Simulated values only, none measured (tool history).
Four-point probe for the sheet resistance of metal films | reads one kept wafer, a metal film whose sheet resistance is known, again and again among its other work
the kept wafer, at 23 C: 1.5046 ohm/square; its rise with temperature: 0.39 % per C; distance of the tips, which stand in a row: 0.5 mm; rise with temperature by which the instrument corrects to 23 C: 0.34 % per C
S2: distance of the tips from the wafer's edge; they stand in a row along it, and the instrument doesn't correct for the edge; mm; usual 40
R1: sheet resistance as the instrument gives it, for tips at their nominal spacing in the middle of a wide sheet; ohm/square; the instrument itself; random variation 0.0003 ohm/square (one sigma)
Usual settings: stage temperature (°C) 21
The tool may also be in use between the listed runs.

Run 1, hour 0.0: usual settings. Result: R1 1.501041 ohm/square.
Run 2, hour 14.7: usual settings but stage temperature (°C) 19. Result: R1 1.500164 ohm/square.
Run 3, hour 30.1: usual settings but stage temperature (°C) 19. Result: R1 1.499668 ohm/square.
Run 4, hour 56.7: usual settings but stage temperature (°C) 19. Result: R1 1.499789 ohm/square.
Run 5, hour 84.3: usual settings but stage temperature (°C) 19. Result: R1 1.499509 ohm/square.
Run 6, hour 109.2: usual settings but stage temperature (°C) 19. Result: R1 1.499099 ohm/square.
Run 7, hour 131.9: usual settings but S2 4 mm. Result: R1 1.513557 ohm/square.
Run 8, hour 146.0: usual settings but S2 35 mm. Result: R1 1.500691 ohm/square.
Run 9, hour 173.0: usual settings. Result: R1 1.501156 ohm/square.
Run 10, hour 192.6: usual settings but S2 4 mm. Result: R1 1.513397 ohm/square.
Run 11, hour 217.6: usual settings but S2 4 mm. Result: R1 1.513244 ohm/square.
Run 12, hour 247.6: usual settings but S2 4 mm. Result: R1 1.513146 ohm/square.
Run 13, hour 272.5: usual settings but S2 9 mm. Result: R1 1.502712 ohm/square.
Run 14, hour 290.5: usual settings but S2 9 mm. Result: R1 1.502999 ohm/square.
Run 15, hour 318.3: usual settings but S2 9 mm. Result: R1 1.502844 ohm/square.
Run 16, hour 332.9: usual settings but S2 9 mm. Result: R1 1.503351 ohm/square.
Run 17, hour 348.0: usual settings. Result: R1 1.500954 ohm/square.
Run 18, hour 372.1: usual settings. Result: R1 1.500769 ohm/square.
Run 19, hour 403.8: usual settings. Result: R1 1.500858 ohm/square.
Run 20, hour 420.3: usual settings. Result: R1 1.500756 ohm/square.
Run 21, hour 437.5: usual settings. Result: R1 1.499990 ohm/square.
Run 22, hour 456.6: usual settings. Result: R1 1.500437 ohm/square.
Run 23, hour 476.6: usual settings. Result: R1 1.499969 ohm/square.
Run 24, hour 502.9: usual settings but stage temperature (°C) 35, S2 33 mm. Result: R1 1.510208 ohm/square.
Run 25, hour 516.7: usual settings but stage temperature (°C) 33, S2 13 mm. Result: R1 1.510035 ohm/square.
Run 26, hour 542.0: usual settings but stage temperature (°C) 33, S2 13 mm. Result: R1 1.509911 ohm/square.
Run 27, hour 567.8: usual settings but stage temperature (°C) 29, S2 9 mm. Result: R1 1.508110 ohm/square.
Run 28, hour 589.9: usual settings but stage temperature (°C) 29, S2 9 mm. Result: R1 1.507721 ohm/square.
Run 29, hour 614.1: usual settings but stage temperature (°C) 29, S2 9 mm. Result: R1 1.508017 ohm/square.
Run 30, hour 645.1: usual settings but stage temperature (°C) 29, S2 9 mm. Result: R1 1.508358 ohm/square.
Run 31, hour 678.5: usual settings but stage temperature (°C) 29, S2 9 mm. Result: R1 1.507432 ohm/square.
Run 32, hour 692.5: usual settings but stage temperature (°C) 24, S2 18 mm. Result: R1 1.502280 ohm/square.
Run 33, hour 716.1: usual settings but stage temperature (°C) 24, S2 24 mm. Result: R1 1.502017 ohm/square.
Run 34, hour 744.1: usual settings but stage temperature (°C) 32, S2 44 mm. Result: R1 1.506983 ohm/square.
Run 35, hour 772.6: usual settings but stage temperature (°C) 28, S2 3 mm. Result: R1 1.526380 ohm/square.
Run 36, hour 797.0: usual settings but stage temperature (°C) 25. Result: R1 1.502244 ohm/square.
Run 37, hour 817.0: usual settings but stage temperature (°C) 25. Result: R1 1.501876 ohm/square.
Run 38, hour 840.1: usual settings but stage temperature (°C) 25. Result: R1 1.502121 ohm/square.
Run 39, hour 855.9: usual settings but S2 6 mm. Result: R1 1.504200 ohm/square.
Run 40, hour 872.0: usual settings but S2 6 mm. Result: R1 1.504531 ohm/square.
Run 41, hour 889.2: usual settings but stage temperature (°C) 26, S2 25 mm. Result: R1 1.502887 ohm/square.
Run 42, hour 904.9: usual settings but S2 71 mm. Result: R1 1.498336 ohm/square.
Run 43, hour 926.8: usual settings but stage temperature (°C) 27. Result: R1 1.502938 ohm/square.
Run 44, hour 955.7: usual settings but stage temperature (°C) 28, S2 38 mm. Result: R1 1.504078 ohm/square.
Run 45, hour 980.7: usual settings but stage temperature (°C) 22, S2 72 mm. Result: R1 1.499131 ohm/square.

Hidden state or all else? Some run-to-run changes of R1, split into what the settings, what came in and random variation would give without the hidden state, and what is left for the hidden state (with any gauge scatter that isn't in both results):
The hidden state here: inner tips' distance over the nominal, %; tips' flats over new ones', %; wafer's true temperature over the reading, C; drift of the gauge itself on sheet_ohm, %.
Run 6 -> 7: stage temperature (°C) 19 -> 21, S2 40 -> 4. R1 +0.014458 ohm/square: hidden state -0.000069, all else +0.014527.
Run 18 -> 19: no setting changed, nothing entered. R1 +0.000089 ohm/square: hidden state -0.000092, all else +0.000181.
Run 34 -> 35: stage temperature (°C) 32 -> 28, S2 44 -> 3. R1 +0.019397 ohm/square: hidden state -0.000156, all else +0.019553.
Run 35 -> 36: stage temperature (°C) 28 -> 25, S2 3 -> 40. R1 -0.024136 ohm/square: hidden state -0.000031, all else -0.024105.
Run 44 -> 45: stage temperature (°C) 28 -> 22, S2 38 -> 72. R1 -0.004947 ohm/square: hidden state -0.000109, all else -0.004838.
